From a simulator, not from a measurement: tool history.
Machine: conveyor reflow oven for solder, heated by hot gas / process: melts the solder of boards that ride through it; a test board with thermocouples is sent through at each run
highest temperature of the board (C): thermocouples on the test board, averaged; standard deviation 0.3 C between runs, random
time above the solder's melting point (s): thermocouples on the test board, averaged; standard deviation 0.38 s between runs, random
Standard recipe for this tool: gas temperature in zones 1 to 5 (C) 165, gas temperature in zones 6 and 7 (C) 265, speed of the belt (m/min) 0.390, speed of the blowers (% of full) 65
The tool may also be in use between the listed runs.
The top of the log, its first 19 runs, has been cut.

run,hour,gas temperature in zones 1 to 5 (C),gas temperature in zones 6 and 7 (C),speed of the belt (m/min),speed of the blowers (% of full),hours of work since the flux was cleaned out,hours of work since the belt drive was overhauled,hours of work since the thermocouples were changed,highest temperature of the board (C),time above the solder's melting point (s)
20,266.3,165,265,0.390,65,43,70,252,244.2,55.7
21,284.1,165,265,0.390,65,54,82,264,244.1,56.1
22,298.6,154,265,0.390,65,64,91,273,241.5,49.5
23,315.3,154,265,0.390,65,75,102,284,241.5,48.8
24,333.6,154,269,0.390,65,87,114,296,244.8,52.5
25,343.5,168,269,0.416,65,93,121,302,244.9,54.0
26,362.1,170,269,0.400,84,105,133,314,252.6,65.2
27,374.4,170,269,0.400,84,113,141,322,252.3,66.3
28,382.8,170,269,0.400,84,119,146,328,252.4,65.4
29,391.2,170,269,0.400,84,124,152,333,252.5,65.5
30,399.9,171,264,0.447,84,130,157,339,244.7,50.9
31,418.5,171,264,0.447,65,142,170,351,238.8,43.7
32,428.1,178,265,0.390,70,148,176,357,247.5,65.9

Branching from run 32: 3 alternative next runs. What would each branch give?
A,440.5,151,265,0.390,70,156,184,366,?,?
B,440.5,178,275,0.393,56,156,184,366,?,?
C,440.5,165,265,0.342,65,156,184,366,?,?

run,highest temperature of the board (C),time above the solder's melting point (s)
A,242.1,48.9
B,250.3,66.4
C,246.7,70.1
With no hidden state in the tool, these same runs would have given:
run,highest temperature of the board (C),time above the solder's melting point (s)
A,244.6,52.1
B,252.3,68.5
C,248.7,72.7
